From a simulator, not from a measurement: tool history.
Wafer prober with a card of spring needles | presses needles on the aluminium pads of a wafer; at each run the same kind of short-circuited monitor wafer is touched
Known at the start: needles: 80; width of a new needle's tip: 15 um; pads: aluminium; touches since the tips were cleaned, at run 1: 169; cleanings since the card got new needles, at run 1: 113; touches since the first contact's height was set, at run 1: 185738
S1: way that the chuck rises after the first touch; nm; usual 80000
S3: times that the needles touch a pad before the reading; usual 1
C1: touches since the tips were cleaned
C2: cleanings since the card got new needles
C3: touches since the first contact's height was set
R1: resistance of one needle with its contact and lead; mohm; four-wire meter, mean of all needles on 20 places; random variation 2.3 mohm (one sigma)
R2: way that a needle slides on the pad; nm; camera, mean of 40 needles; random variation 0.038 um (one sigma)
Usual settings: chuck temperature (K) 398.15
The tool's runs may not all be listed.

Run 1, hour 0: usual settings; C1 169; C2 113; C3 185738. Result: R1 264 mohm, R2 14610 nm.
At hour 11.7: tips cleaned on abrasive film.
At hour 24.6: tips cleaned on abrasive film.
Run 2, hour 34.6: usual settings; C1 3013; C2 115; C3 196045. Result: R1 317 mohm, R2 14330 nm.
At hour 37.5: tips cleaned on abrasive film.
At hour 50.9: tips cleaned on abrasive film.
At hour 65: tips cleaned on abrasive film.
Run 3, hour 65.2: usual settings but chuck temperature (K) 324.15; C1 51; C2 118; C3 205110. Result: R1 238 mohm, R2 14380 nm.
At hour 78.7: tips cleaned on abrasive film.
At hour 91.4: tips cleaned on abrasive film.
Run 4, hour 91.5: usual settings but S1 98000 nm; C1 49; C2 120; C3 212943. Result: R1 254 mohm, R2 17760 nm.
At hour 104.7: tips cleaned on abrasive film.
At hour 116.3: tips cleaned on abrasive film.
Run 5, hour 116.3: usual settings but S1 98000 nm; C1 0; C2 122; C3 220294. Result: R1 255 mohm, R2 17790 nm.
At hour 130: tips cleaned on abrasive film.
Run 6, hour 135.4: usual settings but S1 65000 nm; C1 1616; C2 123; C3 225981. Result: R1 318 mohm, R2 11480 nm.
At hour 142.3: tips cleaned on abrasive film.
At hour 155.3: tips cleaned on abrasive film.
At hour 168.4: tips cleaned on abrasive film.
Run 7, hour 171: usual settings; C1 779; C2 126; C3 236551. Result: R1 277 mohm, R2 14310 nm.
At hour 181.4: tips cleaned on abrasive film.
At hour 188.5: height of the first contact set anew.
At hour 193.1: tips cleaned on abrasive film.
At hour 201.2: tips cleaned on abrasive film, once more.
Run 8, hour 201.6: usual settings; C1 123; C2 129; C3 3865. Result: R1 263 mohm, R2 15070 nm.
At hour 212.8: tips cleaned on abrasive film.
At hour 225.4: tips cleaned on abrasive film.
At hour 237.6: tips cleaned on abrasive film.
Run 9, hour 241.6: usual settings; C1 1185; C2 132; C3 15742. Result: R1 279 mohm, R2 15030 nm.
At hour 250.1: tips cleaned on abrasive film.
At hour 262.5: tips cleaned on abrasive film.
Run 10, hour 264.4: usual settings; C1 571; C2 134; C3 22524. Result: R1 266 mohm, R2 15040 nm.
At hour 274.7: tips cleaned on abrasive film.
At hour 287.9: tips cleaned on abrasive film.
Run 11, hour 296: usual settings but chuck temperature (K) 311.15, S3 2; C1 2420; C2 136; C3 31917. Result: R1 266 mohm, R2 15020 nm.
At hour 299.6: tips cleaned on abrasive film.
At hour 311.1: tips cleaned on abrasive film.
Run 12, hour 316.8: usual settings but S1 98000 nm, chuck temperature (K) 314.15; C1 1727; C2 138; C3 38094. Result: R1 260 mohm, R2 18380 nm.
At hour 323.5: tips cleaned on abrasive film.
At hour 336.9: tips cleaned on abrasive film.
At hour 349.1: tips cleaned on abrasive film.
Run 13, hour 349.1: usual settings but S1 89000 nm, chuck temperature (K) 356.15; C1 0; C2 141; C3 47661. Result: R1 246 mohm, R2 16690 nm.
At hour 362.6: tips cleaned on abrasive film.
Run 14, hour 370.5: usual settings but S1 83000 nm, chuck temperature (K) 303.15, S3 2; C1 2365; C2 142; C3 54044. Result: R1 265 mohm, R2 15500 nm.
At hour 375.5: tips cleaned on abrasive film.
At hour 387.7: tips cleaned on abrasive film.
Run 15, hour 397.4: usual settings but S1 72000 nm; C1 2900; C2 144; C3 62039. Result: R1 317 mohm, R2 13390 nm.
At hour 399.1: tips cleaned on abrasive film.
At hour 411.2: tips cleaned on abrasive film.
Run 16, hour 416.9: usual settings but S1 72000 nm; C1 1717; C2 146; C3 67821. Result: R1 298 mohm, R2 13410 nm.
At hour 422.6: tips cleaned on abrasive film.
At hour 435.5: tips cleaned on abrasive film.
Run 17, hour 438.4: usual settings but S1 97000 nm, chuck temperature (K) 301.15; C1 873; C2 148; C3 74211. Result: R1 248 mohm, R2 18150 nm.
At hour 449.2: tips cleaned on abrasive film.
At hour 463.1: tips cleaned on abrasive film.
At hour 474.6: tips cleaned on abrasive film.
Run 18, hour 474.6: usual settings but S1 97000 nm, chuck temperature (K) 301.15; C1 0; C2 151; C3 84956. Result: R1 235 mohm, R2 18050 nm.
At hour 487.6: tips cleaned on abrasive film.
Run 19, hour 497.8: usual settings but S1 98000 nm, chuck temperature (K) 363.15; C1 3069; C2 152; C3 91880. Result: R1 286 mohm, R2 18290 nm.

Forecast each of these 5 alternatives for the next run:
At hour 500.8: tips cleaned on abrasive film.
At hour 512.9: tips cleaned on abrasive film.
At hour 525.5: tips cleaned on abrasive film.
Run A, hour 525.9: usual settings but S1 98000 nm, chuck temperature (K) 353.15; C1 121; C2 155; C3 100204. Result: R1 ?, R2 ?.
At hour 500.8: tips cleaned on abrasive film.
At hour 512.9: tips cleaned on abrasive film.
At hour 525.5: tips cleaned on abrasive film.
Run B, hour 525.9: usual settings but S1 79000 nm, chuck temperature (K) 390.15; C1 121; C2 155; C3 100204. Result: R1 ?, R2 ?.
At hour 500.8: tips cleaned on abrasive film.
At hour 512.9: tips cleaned on abrasive film.
At hour 525.5: tips cleaned on abrasive film.
Run C, hour 525.9: usual settings; C1 121; C2 155; C3 100204. Result: R1 ?, R2 ?.
At hour 500.8: tips cleaned on abrasive film.
At hour 512.9: tips cleaned on abrasive film.
At hour 525.5: tips cleaned on abrasive film.
Run D, hour 525.9: usual settings but S1 61000 nm, chuck temperature (K) 309.15, S3 2; C1 121; C2 155; C3 100204. Result: R1 ?, R2 ?.
At hour 500.8: tips cleaned on abrasive film.
At hour 512.9: tips cleaned on abrasive film.
At hour 525.5: tips cleaned on abrasive film.
Run E, hour 525.9: usual settings but S1 85000 nm, chuck temperature (K) 363.15; C1 121; C2 155; C3 100204. Result: R1 ?, R2 ?.

run   R1     R2
  A  247  18270
  B  259  14630
  C  267  14810
  D  244  11220
  E  252  15730
Without the tool's hidden state the same runs would have given:
run   R1     R2
  A  240  18540
  B  248  14900
  C  256  15080
  D  232  11500
  E  242  16000
